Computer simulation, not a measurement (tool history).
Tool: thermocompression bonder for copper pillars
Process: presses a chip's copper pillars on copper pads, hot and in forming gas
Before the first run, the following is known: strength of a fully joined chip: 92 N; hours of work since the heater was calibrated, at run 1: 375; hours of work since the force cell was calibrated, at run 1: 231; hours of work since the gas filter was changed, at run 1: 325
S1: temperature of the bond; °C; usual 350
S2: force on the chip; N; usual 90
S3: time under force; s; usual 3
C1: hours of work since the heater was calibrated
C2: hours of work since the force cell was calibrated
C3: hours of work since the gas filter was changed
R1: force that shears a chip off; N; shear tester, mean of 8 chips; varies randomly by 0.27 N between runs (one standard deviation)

run   hour   S1   S2  S3   C1   C2   C3    R1
  1      0  350   90   3  375  231  325  50.4
  2    8.7  350   90   3  381  237  330  50.5
  3   15.2  350   90   3  385  241  335  50.2
  4   25.2  350   90   3  391  247  341  50.7
  5   39.7  350  105   3  401  257  351  53.3
      50.2  -- forming gas filter changed
  6     52  350  105   3  408  265    1  57.3
  7   59.4  350  105   3  413  269    6  57.6
  8     70  350   63   3  420  276   13  46.9
  9     83  350   68   3  429  285   21  48.1
 10   91.7  350   68   3  434  290   27  48.1
 11   99.2  350   68   3  439  295   32  48.1
 12  108.2  350   68   3  445  301   38  47.9
 13  118.3  324   90   3  452  308   44  44.6
 14  130.8  324   90   3  460  316   52  44.6
 15  145.7  324   90   3  469  325   62  44.1
 16    155  350   90   8  475  331   68  69.3
 17  166.7  350   90   8  483  339   76  68.8
 18  180.1  350   90   3  492  348   84  53.8
 19  189.7  329   58   3  498  354   91  37.6
 20  202.8  341   94   3  507  363   99  50.8
 21  210.9  350   61   2  512  368  105  38.9
 22  220.6  345   80   3  518  374  111  48.8
 23  229.4  345   80   3  524  380  117  48.9
 24  243.7  345   72   3  533  389  126  46.3
 25  251.2  333  100   2  538  394  131  42.6
 26  261.8  338   90   3  545  401  138  48.2
 27  268.5  338   90   3  549  405  142  48.7
 28  280.1  338   90   3  557  413  150  48.3
 29  290.9  355   90   3  564  420  157  53.6
 30  301.8  355   97   3  571  427  164  55.4
 31  314.1  365   74   5  579  435  172  61.4
 32  324.8  365   74   5  586  442  179  61.3
 33  338.4  365   74   5  595  451  187  60.8
 34  345.1  350  114   2  599  455  192  49.8
 35  356.5  356   82   2  607  463  199  45.4
 36  370.7  350  119   2  616  472  208  51.2

Measured result minus the same run's result without the hidden state. Both carry the same run-to-run variation, though not necessarily the same gauge scatter:
Unlogged tool condition in this case: true temperature of the bond over the reading, C; force that reaches the chip, % of what is set; oxide that the forming gas leaves, % of the face; drift of the gauge itself on shear_n, %.
run    R1
  1  -4.6
  2  -4.6
  3  -4.7
  4  -4.9
  5  -5.2
  6  -0.5
  7  -0.5
  8  -0.6
  9  -0.7
 10  -0.8
 11  -0.8
 12  -0.9
 13    -1
 14  -1.1
 15  -1.2
 16  -1.6
 17  -1.7
 18  -1.6
 19  -1.3
 20  -1.8
 21  -1.5
 22  -1.8
 23  -1.9
 24  -1.9
 25    -2
 26  -2.3
 27  -2.3
 28  -2.4
 29  -2.6
 30  -2.9
 31  -3.1
 32  -3.2
 33  -3.4
 34    -3
 35  -2.8
 36  -3.2
